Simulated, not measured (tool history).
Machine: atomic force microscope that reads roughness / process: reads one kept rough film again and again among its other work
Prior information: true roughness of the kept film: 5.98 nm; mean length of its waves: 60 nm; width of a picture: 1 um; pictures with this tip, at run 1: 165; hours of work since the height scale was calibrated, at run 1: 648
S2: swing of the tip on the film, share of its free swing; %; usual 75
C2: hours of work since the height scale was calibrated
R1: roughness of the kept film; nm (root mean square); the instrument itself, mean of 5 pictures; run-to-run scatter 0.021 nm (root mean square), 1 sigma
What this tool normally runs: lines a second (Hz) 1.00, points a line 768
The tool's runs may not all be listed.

{"run": 1, "hour": 0.0, "lines a second (Hz)": 1.0, "S2": 75, "points a line": 768, "pictures with this tip": 165, "C2": 648, "R1": 4.512}
{"run": 2, "hour": 25.5, "lines a second (Hz)": 1.63, "S2": 75, "points a line": 768, "pictures with this tip": 188, "C2": 664, "R1": 4.24}
{"run": 3, "hour": 45.1, "lines a second (Hz)": 1.0, "S2": 64, "points a line": 768, "pictures with this tip": 206, "C2": 675, "R1": 4.581}
{"run": 4, "hour": 63.2, "lines a second (Hz)": 1.0, "S2": 64, "points a line": 768, "pictures with this tip": 223, "C2": 686, "R1": 4.523}
{"hour": 69.1, "done": "new tip fitted"}
{"run": 5, "hour": 87.1, "lines a second (Hz)": 0.6, "S2": 75, "points a line": 768, "pictures with this tip": 16, "C2": 700, "R1": 5.304}
{"run": 6, "hour": 101.3, "lines a second (Hz)": 0.59, "S2": 75, "points a line": 768, "pictures with this tip": 29, "C2": 708, "R1": 5.234}
{"run": 7, "hour": 129.0, "lines a second (Hz)": 0.59, "S2": 75, "points a line": 768, "pictures with this tip": 55, "C2": 725, "R1": 5.149}
{"hour": 131.7, "done": "height scale calibrated on a step standard"}
{"run": 8, "hour": 155.7, "lines a second (Hz)": 0.59, "S2": 75, "points a line": 768, "pictures with this tip": 78, "C2": 14, "R1": 5.1}
{"run": 9, "hour": 175.3, "lines a second (Hz)": 1.0, "S2": 75, "points a line": 768, "pictures with this tip": 96, "C2": 26, "R1": 4.811}
{"run": 10, "hour": 193.3, "lines a second (Hz)": 1.0, "S2": 75, "points a line": 768, "pictures with this tip": 113, "C2": 37, "R1": 4.744}
{"run": 11, "hour": 208.9, "lines a second (Hz)": 1.0, "S2": 75, "points a line": 768, "pictures with this tip": 127, "C2": 46, "R1": 4.714}
{"run": 12, "hour": 231.1, "lines a second (Hz)": 1.0, "S2": 75, "points a line": 768, "pictures with this tip": 148, "C2": 59, "R1": 4.649}
{"run": 13, "hour": 246.0, "lines a second (Hz)": 1.0, "S2": 74, "points a line": 768, "pictures with this tip": 161, "C2": 68, "R1": 4.607}
{"run": 14, "hour": 259.2, "lines a second (Hz)": 1.0, "S2": 74, "points a line": 768, "pictures with this tip": 173, "C2": 76, "R1": 4.603}
{"hour": 268.1, "done": "height scale calibrated on a step standard, once more"}
{"run": 15, "hour": 287.8, "lines a second (Hz)": 1.77, "S2": 62, "points a line": 931, "pictures with this tip": 199, "C2": 12, "R1": 4.494}
{"run": 16, "hour": 312.6, "lines a second (Hz)": 1.97, "S2": 80, "points a line": 698, "pictures with this tip": 222, "C2": 26, "R1": 3.855}
{"hour": 322.0, "done": "new tip fitted"}
{"run": 17, "hour": 330.2, "lines a second (Hz)": 1.0, "S2": 76, "points a line": 489, "pictures with this tip": 7, "C2": 36, "R1": 5.067}
{"run": 18, "hour": 351.6, "lines a second (Hz)": 1.0, "S2": 76, "points a line": 489, "pictures with this tip": 27, "C2": 49, "R1": 5.001}
{"run": 19, "hour": 375.7, "lines a second (Hz)": 1.0, "S2": 76, "points a line": 489, "pictures with this tip": 49, "C2": 63, "R1": 4.917}
{"run": 20, "hour": 398.0, "lines a second (Hz)": 1.1, "S2": 75, "points a line": 512, "pictures with this tip": 69, "C2": 77, "R1": 4.805}
{"run": 21, "hour": 413.1, "lines a second (Hz)": 1.1, "S2": 75, "points a line": 512, "pictures with this tip": 83, "C2": 86, "R1": 4.754}
{"run": 22, "hour": 431.1, "lines a second (Hz)": 2.34, "S2": 56, "points a line": 709, "pictures with this tip": 100, "C2": 96, "R1": 4.847}
{"run": 23, "hour": 461.2, "lines a second (Hz)": 2.34, "S2": 56, "points a line": 709, "pictures with this tip": 128, "C2": 114, "R1": 4.745}
{"run": 24, "hour": 489.5, "lines a second (Hz)": 1.0, "S2": 75, "points a line": 305, "pictures with this tip": 153, "C2": 131, "R1": 4.569}
{"run": 25, "hour": 517.6, "lines a second (Hz)": 1.0, "S2": 74, "points a line": 305, "pictures with this tip": 179, "C2": 148, "R1": 4.484}
{"run": 26, "hour": 544.9, "lines a second (Hz)": 3.62, "S2": 70, "points a line": 768, "pictures with this tip": 204, "C2": 164, "R1": 3.868}
{"run": 27, "hour": 564.4, "lines a second (Hz)": 3.62, "S2": 74, "points a line": 837, "pictures with this tip": 222, "C2": 175, "R1": 3.623}

Below are 3 alternative next runs, each starting from the tool's condition after run 27. Predict each:
{"hour": 572.0, "done": "new tip fitted"}
{"run": "A", "hour": 587.0, "lines a second (Hz)": 1.41, "S2": 89, "points a line": 280, "pictures with this tip": 14, "C2": 189, "R1": "?"}
{"hour": 572.0, "done": "new tip fitted"}
{"run": "B", "hour": 587.0, "lines a second (Hz)": 2.66, "S2": 62, "points a line": 379, "pictures with this tip": 14, "C2": 189, "R1": "?"}
{"hour": 572.0, "done": "new tip fitted"}
{"run": "C", "hour": 587.0, "lines a second (Hz)": 2.93, "S2": 60, "points a line": 295, "pictures with this tip": 14, "C2": 189, "R1": "?"}

run=A R1=4.376
run=B R1=4.932
run=C R1=4.940
Without the tool's unlogged condition, the same runs would have read:
run=A R1=4.470
run=B R1=5.038
run=C R1=5.047

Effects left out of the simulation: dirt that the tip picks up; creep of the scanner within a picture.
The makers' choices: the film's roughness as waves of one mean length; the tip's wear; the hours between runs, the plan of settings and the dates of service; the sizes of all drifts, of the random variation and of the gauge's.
